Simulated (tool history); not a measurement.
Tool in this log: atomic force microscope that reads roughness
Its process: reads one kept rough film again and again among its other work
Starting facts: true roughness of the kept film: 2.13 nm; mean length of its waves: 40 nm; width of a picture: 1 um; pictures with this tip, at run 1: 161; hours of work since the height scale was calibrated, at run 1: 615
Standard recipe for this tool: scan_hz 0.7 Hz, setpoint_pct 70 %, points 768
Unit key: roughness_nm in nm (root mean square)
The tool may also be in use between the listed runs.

| run | hour | scan_hz | setpoint_pct | points | pictures with this tip | hours of work since the height scale was calibrated | roughness_nm |
|---|---|---|---|---|---|---|---|
| 1 | 0 | 0.7 | 70 | 768 | 161 | 615 | 1.925 |
| 2 | 30.5 | 0.7 | 88 | 768 | 195 | 628 | 1.791 |
| 3 | 54 | 0.7 | 88 | 768 | 221 | 638 | 1.779 |
| 4 | 74.3 | 0.7 | 88 | 768 | 243 | 647 | 1.78 |
| 5 | 91.6 | 0.7 | 88 | 768 | 263 | 654 | 1.768 |
| 6 | 110.6 | 0.7 | 88 | 768 | 284 | 663 | 1.776 |
|  | 116.5 | new tip fitted |
| 7 | 139.4 | 0.7 | 88 | 768 | 25 | 675 | 1.826 |
| 8 | 168.1 | 2.765 | 77 | 768 | 57 | 687 | 1.6 |
|  | 170.5 | height scale calibrated on a step standard |
| 9 | 204 | 1.398 | 77 | 445 | 96 | 14 | 1.763 |
| 10 | 219.5 | 2.499 | 60 | 853 | 113 | 21 | 1.859 |
|  | 242.7 | height scale calibrated on a step standard, once more |
| 11 | 242.7 | 2.499 | 60 | 853 | 138 | 0 | 1.868 |
| 12 | 264.8 | 3.278 | 64 | 720 | 163 | 10 | 1.759 |

Below, each run's measurement less what the same run would have read without the hidden state. Both values contain the same run-to-run variation, but the gauge's scatter may not be the same in both:
The tool's hidden condition here consists of: radius of the tip, nm; height scale over the true one, %; drift of the gauge itself on roughness_nm, %.
| run | roughness_nm |
|---|---|
| 1 | -0.058 |
| 2 | -0.063 |
| 3 | -0.069 |
| 4 | -0.075 |
| 5 | -0.08 |
| 6 | -0.085 |
| 7 | -0.019 |
| 8 | -0.024 |
| 9 | -0.038 |
| 10 | -0.045 |
| 11 | -0.036 |
| 12 | -0.04 |

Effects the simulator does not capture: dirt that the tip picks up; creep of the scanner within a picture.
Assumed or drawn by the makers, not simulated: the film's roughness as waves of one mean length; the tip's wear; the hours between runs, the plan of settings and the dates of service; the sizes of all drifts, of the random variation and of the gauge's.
